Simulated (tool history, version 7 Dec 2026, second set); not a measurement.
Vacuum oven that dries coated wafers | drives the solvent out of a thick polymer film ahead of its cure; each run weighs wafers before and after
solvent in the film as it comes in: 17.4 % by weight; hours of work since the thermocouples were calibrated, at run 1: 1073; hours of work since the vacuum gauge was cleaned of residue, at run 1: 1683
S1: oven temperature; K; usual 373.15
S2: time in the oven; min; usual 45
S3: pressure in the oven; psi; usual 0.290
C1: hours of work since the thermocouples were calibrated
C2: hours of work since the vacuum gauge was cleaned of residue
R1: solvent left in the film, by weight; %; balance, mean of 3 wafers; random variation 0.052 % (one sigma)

run 1 hour=0.0 | S1=373.15 S2=45 S3=0.290 | C1=1073 C2=1683 | R1=1.82
run 2 hour=46.5 | S1=373.15 S2=45 S3=0.290 | C1=1108 C2=1718 | R1=1.85
run 3 hour=119.2 | S1=373.15 S2=45 S3=0.450 | C1=1162 C2=1773 | R1=2.17
run 4 hour=204.6 | S1=373.15 S2=45 S3=0.450 | C1=1226 C2=1837 | R1=2.27
run 5 hour=294.7 | S1=373.15 S2=30 S3=0.290 | C1=1294 C2=1904 | R1=3.30
-- hour=350.2 oven's thermocouples calibrated
run 6 hour=395.7 | S1=373.15 S2=30 S3=0.290 | C1=34 C2=1978 | R1=3.57
run 7 hour=459.0 | S1=373.15 S2=45 S3=0.290 | C1=82 C2=2026 | R1=2.16
run 8 hour=554.5 | S1=373.15 S2=45 S3=0.290 | C1=153 C2=2097 | R1=2.20
run 9 hour=632.3 | S1=373.15 S2=30 S3=0.290 | C1=211 C2=2156 | R1=3.84
run 10 hour=684.7 | S1=373.15 S2=45 S3=0.294 | C1=251 C2=2195 | R1=2.38
-- hour=756.7 oven's thermocouples calibrated, once more
run 11 hour=775.7 | S1=373.15 S2=51 S3=0.290 | C1=14 C2=2262 | R1=1.42
run 12 hour=825.9 | S1=373.15 S2=51 S3=0.290 | C1=52 C2=2300 | R1=1.39
run 13 hour=885.5 | S1=386.15 S2=51 S3=0.290 | C1=96 C2=2344 | R1=0.61
run 14 hour=969.6 | S1=373.15 S2=72 S3=0.290 | C1=160 C2=2407 | R1=1.09
run 15 hour=1028.2 | S1=373.15 S2=45 S3=0.254 | C1=203 C2=2451 | R1=1.53
run 16 hour=1112.3 | S1=373.15 S2=24 S3=0.290 | C1=267 C2=2514 | R1=3.99
run 17 hour=1190.5 | S1=373.15 S2=24 S3=0.290 | C1=325 C2=2573 | R1=3.87
run 18 hour=1271.6 | S1=373.15 S2=45 S3=0.290 | C1=386 C2=2634 | R1=1.86
run 19 hour=1318.4 | S1=373.15 S2=43 S3=0.290 | C1=421 C2=2669 | R1=1.93
run 20 hour=1387.9 | S1=373.15 S2=43 S3=0.290 | C1=473 C2=2721 | R1=1.88
run 21 hour=1444.0 | S1=374.15 S2=45 S3=0.290 | C1=515 C2=2763 | R1=1.72
run 22 hour=1492.9 | S1=374.15 S2=45 S3=0.290 | C1=552 C2=2799 | R1=1.68
run 23 hour=1539.0 | S1=373.15 S2=53 S3=0.290 | C1=586 C2=2834 | R1=1.55
run 24 hour=1582.5 | S1=373.15 S2=35 S3=0.290 | C1=619 C2=2867 | R1=2.58
run 25 hour=1663.3 | S1=380.15 S2=59 S3=0.490 | C1=680 C2=2927 | R1=1.34
run 26 hour=1729.0 | S1=373.15 S2=39 S3=0.171 | C1=729 C2=2977 | R1=2.11
run 27 hour=1793.6 | S1=373.15 S2=39 S3=0.171 | C1=777 C2=3025 | R1=1.98
run 28 hour=1846.5 | S1=380.15 S2=39 S3=0.171 | C1=817 C2=3065 | R1=0.97
run 29 hour=1919.6 | S1=380.15 S2=39 S3=0.171 | C1=872 C2=3119 | R1=1.11
run 30 hour=1968.9 | S1=360.15 S2=25 S3=1.007 | C1=909 C2=3156 | R1=9.95
run 31 hour=2043.8 | S1=379.15 S2=57 S3=1.009 | C1=965 C2=3212 | R1=2.38
run 32 hour=2106.7 | S1=381.15 S2=34 S3=0.818 | C1=1012 C2=3260 | R1=2.36
run 33 hour=2181.4 | S1=369.15 S2=65 S3=0.265 | C1=1068 C2=3316 | R1=1.76
run 34 hour=2258.8 | S1=359.15 S2=53 S3=0.286 | C1=1126 C2=3374 | R1=5.10
run 35 hour=2345.5 | S1=373.15 S2=59 S3=0.290 | C1=1191 C2=3439 | R1=1.46
-- hour=2363.0 vacuum gauge cleaned of residue and calibrated
run 36 hour=2396.9 | S1=373.15 S2=59 S3=0.290 | C1=1228 C2=25 | R1=1.18
run 37 hour=2481.3 | S1=373.15 S2=29 S3=0.753 | C1=1292 C2=89 | R1=4.20
-- hour=2541.9 oven's thermocouples calibrated
run 38 hour=2558.2 | S1=382.15 S2=27 S3=0.290 | C1=12 C2=145 | R1=1.22
run 39 hour=2640.8 | S1=382.15 S2=27 S3=0.290 | C1=74 C2=207 | R1=1.17
run 40 hour=2702.1 | S1=382.15 S2=67 S3=0.290 | C1=120 C2=253 | R1=0.56
run 41 hour=2780.5 | S1=375.15 S2=45 S3=0.290 | C1=179 C2=311 | R1=1.11
run 42 hour=2880.5 | S1=375.15 S2=45 S3=0.290 | C1=254 C2=386 | R1=1.15
run 43 hour=2948.1 | S1=375.15 S2=45 S3=0.290 | C1=305 C2=437 | R1=1.23
run 44 hour=3003.8 | S1=381.15 S2=57 S3=0.290 | C1=346 C2=479 | R1=0.63
run 45 hour=3048.0 | S1=381.15 S2=57 S3=0.290 | C1=379 C2=512 | R1=0.59
run 46 hour=3114.6 | S1=363.15 S2=52 S3=0.750 | C1=429 C2=562 | R1=4.55

5 ways to go on from here, each from the tool as it stands after run 46. What would each give?
run A hour=3164.4 | S1=361.15 S2=32 S3=0.374 | C1=467 C2=599 | R1=?
run B hour=3164.4 | S1=363.15 S2=46 S3=0.750 | C1=467 C2=599 | R1=?
run C hour=3164.4 | S1=373.15 S2=45 S3=0.258 | C1=467 C2=599 | R1=?
run D hour=3164.4 | S1=378.15 S2=76 S3=0.473 | C1=467 C2=599 | R1=?
run E hour=3164.4 | S1=363.15 S2=24 S3=0.750 | C1=467 C2=599 | R1=?

run=A R1=6.15
run=B R1=5.10
run=C R1=1.49
run=D R1=1.01
run=E R1=7.70
Without the tool's hidden state the same runs would have given:
run=A R1=5.78
run=B R1=4.73
run=C R1=1.30
run=D R1=0.91
run=E R1=7.34
